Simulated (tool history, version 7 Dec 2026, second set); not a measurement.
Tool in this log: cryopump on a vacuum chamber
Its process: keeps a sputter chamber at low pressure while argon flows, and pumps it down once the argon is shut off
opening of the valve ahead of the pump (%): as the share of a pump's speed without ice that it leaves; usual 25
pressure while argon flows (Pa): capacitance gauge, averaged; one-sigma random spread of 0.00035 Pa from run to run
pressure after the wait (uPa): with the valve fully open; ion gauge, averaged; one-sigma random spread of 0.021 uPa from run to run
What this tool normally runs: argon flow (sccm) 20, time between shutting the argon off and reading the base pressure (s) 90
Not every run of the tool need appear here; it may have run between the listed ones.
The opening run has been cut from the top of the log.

run,hour,argon flow (sccm),time between shutting the argon off and reading the base pressure (s),opening of the valve ahead of the pump (%),hours of work since the pump was warmed up and emptied,hours of work since the cold head was overhauled,hours of work since the chamber's fittings were tightened,pressure while argon flows (Pa),pressure after the wait (uPa)
2,18.2,20,90,25,128,128,1619,0.0671,1.28
3,29.6,20,90,25,137,137,1628,0.0671,1.31
4,41.2,20,90,25,146,146,1637,0.0669,1.34
5,48.6,20,90,25,152,152,1643,0.0675,1.34
6,61.1,20,90,25,162,162,1652,0.0664,1.33
7,78.8,20,90,25,175,175,1666,0.0676,1.32
8,90.8,20,90,25,185,185,1675,0.0669,1.36
9,98.8,20,90,25,191,191,1682,0.0671,1.36
10,114.5,20,90,25,203,203,1694,0.0676,1.36
11,129.7,20,90,25,215,215,1706,0.0674,1.37
12,137.5,24,90,25,221,221,1712,0.0805,1.36
13,155.0,24,90,25,235,235,1725,0.0806,1.43
14,168.2,27,90,25,245,245,1736,0.0909,1.38
15,186.1,27,90,25,259,259,1750,0.0916,1.45
16,194.2,27,90,25,265,265,1756,0.0908,1.41
17,203.8,27,90,25,273,273,1763,0.0910,1.44
18,214.0,10,33,16,281,281,1771,0.0521,1.72
19,232.0,35,177,31,295,295,1785,0.0953,1.35
20,243.6,35,177,31,304,304,1794,0.0963,1.30
21,259.2,13,98,39,316,316,1807,0.0283,1.42
22,276.5,13,157,30,329,329,1820,0.0368,1.37
23,294.9,20,179,31,344,344,1834,0.0556,1.39

Forecast run 24:
24,302.9,18,157,30,350,350,1841,?,?

Run 24 gave pressure while argon flows (Pa) 0.0513, pressure after the wait (uPa) 1.46.
Had the tool carried no hidden state, the very same run would have given pressure while argon flows (Pa) 0.0500, pressure after the wait (uPa) 0.29.
